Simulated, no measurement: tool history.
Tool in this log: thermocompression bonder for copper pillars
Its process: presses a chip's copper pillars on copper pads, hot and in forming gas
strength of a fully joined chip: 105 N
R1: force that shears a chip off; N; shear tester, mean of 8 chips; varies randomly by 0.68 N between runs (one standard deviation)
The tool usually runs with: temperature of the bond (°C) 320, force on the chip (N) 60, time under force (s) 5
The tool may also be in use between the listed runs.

Run 1, hour 0: usual settings. Result: R1 44 N.
Run 2, hour 21.4: usual settings. Result: R1 43.6 N.
Run 3, hour 52.6: usual settings. Result: R1 44.5 N.
Run 4, hour 72.4: usual settings but time under force (s) 11. Result: R1 56.2 N.
Run 5, hour 107: usual settings but time under force (s) 11. Result: R1 56.7 N.
At hour 127.9: forming gas filter changed.
Run 6, hour 130.1: usual settings but time under force (s) 11. Result: R1 62.3 N.
Run 7, hour 155.9: usual settings but force on the chip (N) 44. Result: R1 41.6 N.
At hour 160.6: heater calibrated with a thermocouple chip.
Run 8, hour 175.9: usual settings but temperature of the bond (°C) 309. Result: R1 43.4 N.
Run 9, hour 206.3: usual settings but temperature of the bond (°C) 322. Result: R1 48.9 N.
Run 10, hour 235.6: usual settings but temperature of the bond (°C) 322. Result: R1 49.3 N.
Run 11, hour 260.1: usual settings but temperature of the bond (°C) 322. Result: R1 48.5 N.
At hour 264.8: heater calibrated with a thermocouple chip, once more.
Run 12, hour 295.7: usual settings but temperature of the bond (°C) 295, time under force (s) 3. Result: R1 27.9 N.
Run 13, hour 313.8: usual settings but temperature of the bond (°C) 323, force on the chip (N) 68. Result: R1 50 N.
Run 14, hour 334.4: usual settings but temperature of the bond (°C) 323, force on the chip (N) 68. Result: R1 49.5 N.
Run 15, hour 362.8: usual settings but temperature of the bond (°C) 323, force on the chip (N) 68. Result: R1 48.5 N.
Run 16, hour 391: usual settings but temperature of the bond (°C) 301, force on the chip (N) 74. Result: R1 41.5 N.
Run 17, hour 427.5: usual settings but temperature of the bond (°C) 301, force on the chip (N) 74. Result: R1 41.3 N.
Run 18, hour 452: usual settings but temperature of the bond (°C) 301, force on the chip (N) 74. Result: R1 40 N.
Run 19, hour 481.6: usual settings but temperature of the bond (°C) 301, force on the chip (N) 74. Result: R1 41.4 N.
Run 20, hour 503.1: usual settings but temperature of the bond (°C) 301, force on the chip (N) 74. Result: R1 39.9 N.

Predict each of these 3 candidate next runs independently; none follows another, all start after run 20:
Run A, hour 535.8: usual settings but time under force (s) 11. Result: R1 ?.
Run B, hour 535.8: usual settings but temperature of the bond (°C) 295. Result: R1 ?.
Run C, hour 535.8: usual settings but temperature of the bond (°C) 301, force on the chip (N) 39, time under force (s) 14. Result: R1 ?.

run    R1
  A  57.4
  B  33.8
  C  44.4
With no hidden state in the tool, these same runs would have given:
run    R1
  A  60.6
  B  35.7
  C  46.8
